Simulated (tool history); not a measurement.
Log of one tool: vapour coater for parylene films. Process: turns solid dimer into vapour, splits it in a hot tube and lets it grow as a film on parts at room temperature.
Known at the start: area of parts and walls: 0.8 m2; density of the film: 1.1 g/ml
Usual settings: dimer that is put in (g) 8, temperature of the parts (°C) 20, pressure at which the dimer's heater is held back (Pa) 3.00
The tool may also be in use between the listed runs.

run     day  dimer that is put in (g)  temperature of the parts (°C)  pressure at which the dimer's heater is held back (Pa)  thickness of the film (nm)
  1   0.000                         8                             20                                                    3.00                        5140
  2   0.421                         8                             20                                                    3.00                        5190
  3   1.092                         8                             20                                                    3.00                        5240
  4   1.692                         8                             20                                                    3.00                        5180
  5   2.129                         8                             20                                                    3.00                        5190
  6   2.621                         8                             12                                                    3.00                        7480
  7   3.108                         8                             12                                                    3.00                        7250
  8   4.000                         8                             12                                                    3.00                        7180
  9   4.671                         8                             20                                                    7.22                        4320
 10   5.404                         8                             20                                                    3.00                        5050
 11   6.292                         8                             20                                                    3.00                        4960
 12   6.850                         8                             20                                                    3.00                        5060
 13   7.312                         8                             20                                                    5.60                        4440
      7.671  -- trap's valve overhauled
 14   8.254                         8                             20                                                    5.60                        5280
 15   8.871                         8                             20                                                   11.29                        4650
 16   9.762                         8                             20                                                   11.29                        4570
 17  10.729                         8                             20                                                    3.00                        5770
 18  11.717                         8                             20                                                    3.00                        5670
 19  12.488                         8                             20                                                    3.00                        5630
 20  13.388                         8                             20                                                    8.30                        4720
 21  13.788                         8                             20                                                    4.32                        5260
 22  14.342                         8                             20                                                    4.32                        5140
 23  14.775                         8                             20                                                    4.32                        5290
 24  15.412                         8                             20                                                    4.32                        5230
 25  16.029                         8                             26                                                    8.34                        3550
 26  16.804                        14                             26                                                    2.20                        7670
 27  17.479                        14                             26                                                    2.20                        7660
 28  18.175                        14                             26                                                    2.20                        7650
 29  18.700                        11                             14                                                    3.66                        9330

Forecast run 30:
 30  19.508                         8                             17                                                    3.56                           ?

{"run 30": {"thickness of the film (nm)": 6020}}
Without the tool's hidden state the same run would have given thickness of the film (nm) 6710.

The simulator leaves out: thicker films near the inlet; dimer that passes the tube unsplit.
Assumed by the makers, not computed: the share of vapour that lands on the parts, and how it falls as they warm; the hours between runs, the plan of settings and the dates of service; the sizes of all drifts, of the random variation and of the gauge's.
